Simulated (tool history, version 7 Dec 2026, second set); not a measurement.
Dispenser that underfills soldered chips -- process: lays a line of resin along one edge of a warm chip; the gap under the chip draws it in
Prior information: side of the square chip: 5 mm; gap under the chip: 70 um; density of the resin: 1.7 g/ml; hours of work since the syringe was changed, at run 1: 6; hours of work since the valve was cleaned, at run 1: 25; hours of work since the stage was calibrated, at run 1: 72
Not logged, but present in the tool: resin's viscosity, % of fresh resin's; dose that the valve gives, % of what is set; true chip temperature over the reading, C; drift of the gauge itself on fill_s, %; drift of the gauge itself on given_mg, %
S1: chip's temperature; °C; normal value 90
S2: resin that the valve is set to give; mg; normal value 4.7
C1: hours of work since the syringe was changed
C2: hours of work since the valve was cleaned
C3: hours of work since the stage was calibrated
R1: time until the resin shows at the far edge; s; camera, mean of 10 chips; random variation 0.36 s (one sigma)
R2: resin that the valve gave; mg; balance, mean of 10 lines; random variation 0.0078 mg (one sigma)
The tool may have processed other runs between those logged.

| run | hour | S1 | S2 | C1 | C2 | C3 | R1 | R2 |
|---|---|---|---|---|---|---|---|---|
| 1 | 0 | 90 | 4.7 | 6 | 25 | 72 | 28.1 | 4.65 |
| 2 | 4.2 | 90 | 4.7 | 9 | 28 | 74 | 33.1 | 4.656 |
| 3 | 6.7 | 90 | 4.81 | 11 | 30 | 76 | 36.1 | 4.775 |
|  | 8.1 | new syringe of resin |
| 4 | 9.9 | 98 | 4.81 | 1 | 31 | 78 | 13.9 | 4.779 |
| 5 | 13.5 | 98 | 4.81 | 3 | 34 | 80 | 16.4 | 4.75 |
| 6 | 16 | 98 | 5.59 | 5 | 35 | 82 | 17.6 | 5.527 |
| 7 | 20.6 | 90 | 4.7 | 8 | 38 | 84 | 31.3 | 4.642 |
| 8 | 22.6 | 90 | 4.35 | 9 | 39 | 86 | 33.1 | 4.29 |
| 9 | 24.7 | 90 | 4.35 | 11 | 41 | 87 | 36.9 | 4.28 |
|  | 26 | new syringe of resin |
| 10 | 28.1 | 90 | 4.7 | 1 | 43 | 89 | 20.7 | 4.641 |
| 11 | 30.9 | 90 | 4.7 | 3 | 44 | 91 | 23 | 4.629 |
|  | 34.9 | dispensing valve cleaned and set on the balance |
| 12 | 35.2 | 90 | 4.7 | 5 | 0 | 93 | 25.8 | 4.715 |
| 13 | 39.5 | 90 | 4.7 | 8 | 3 | 96 | 31.3 | 4.72 |
| 14 | 44.4 | 90 | 4.7 | 11 | 6 | 99 | 36.8 | 4.725 |
|  | 45 | new syringe of resin |
| 15 | 47.3 | 90 | 4.7 | 1 | 8 | 100 | 21.4 | 4.709 |
| 16 | 52 | 90 | 4.7 | 4 | 11 | 103 | 24.2 | 4.693 |
| 17 | 56.3 | 92 | 4.29 | 7 | 13 | 106 | 26 | 4.283 |
| 18 | 59 | 105 | 4.09 | 9 | 15 | 108 | 17.4 | 4.092 |
|  | 62.7 | new syringe of resin |
| 19 | 64 | 81 | 5.9 | 1 | 18 | 111 | 29.5 | 5.901 |
| 20 | 68.8 | 81 | 5.9 | 4 | 21 | 114 | 35.2 | 5.897 |
| 21 | 72 | 81 | 5.9 | 6 | 23 | 116 | 40.9 | 5.877 |
| 22 | 75.2 | 90 | 5.82 | 8 | 25 | 118 | 31 | 5.801 |
| 23 | 77.3 | 90 | 5.82 | 9 | 26 | 119 | 32.5 | 5.794 |
|  | 80.4 | new syringe of resin |
| 24 | 81.2 | 82 | 5.23 | 0 | 29 | 121 | 27.6 | 5.192 |
| 25 | 86 | 91 | 5.28 | 4 | 32 | 124 | 22.3 | 5.246 |
| 26 | 90.3 | 79 | 4.98 | 6 | 34 | 127 | 44.6 | 4.941 |
| 27 | 93.9 | 90 | 4.8 | 8 | 37 | 129 | 31 | 4.775 |
| 28 | 97.2 | 104 | 5.03 | 11 | 39 | 131 | 19.3 | 4.995 |
|  | 98.5 | new syringe of resin |
| 29 | 101.1 | 88 | 4.11 | 2 | 41 | 134 | 24.3 | 4.072 |
| 30 | 105.4 | 82 | 5.87 | 4 | 44 | 136 | 36.2 | 5.803 |

What if the next run were any one of these 3? Each begins from the tool's condition after run 30:
|  | 110.3 | dispensing valve cleaned and set on the balance |
| A | 111.1 | 80 | 4.29 | 7 | 0 | 139 | ? | ? |
|  | 110.3 | dispensing valve cleaned and set on the balance |
| B | 111.1 | 96 | 5.03 | 7 | 0 | 139 | ? | ? |
|  | 110.3 | dispensing valve cleaned and set on the balance |
| C | 111.1 | 90 | 5.87 | 7 | 0 | 139 | ? | ? |

| run | R1 | R2 |
|---|---|---|
| A | 48.3 | 4.294 |
| B | 23.3 | 5.034 |
| C | 29.3 | 5.859 |
With no hidden state in the tool, these same runs would have given:
| run | R1 | R2 |
|---|---|---|
| A | 30.8 | 4.297 |
| B | 14.9 | 5.037 |
| C | 18.7 | 5.863 |

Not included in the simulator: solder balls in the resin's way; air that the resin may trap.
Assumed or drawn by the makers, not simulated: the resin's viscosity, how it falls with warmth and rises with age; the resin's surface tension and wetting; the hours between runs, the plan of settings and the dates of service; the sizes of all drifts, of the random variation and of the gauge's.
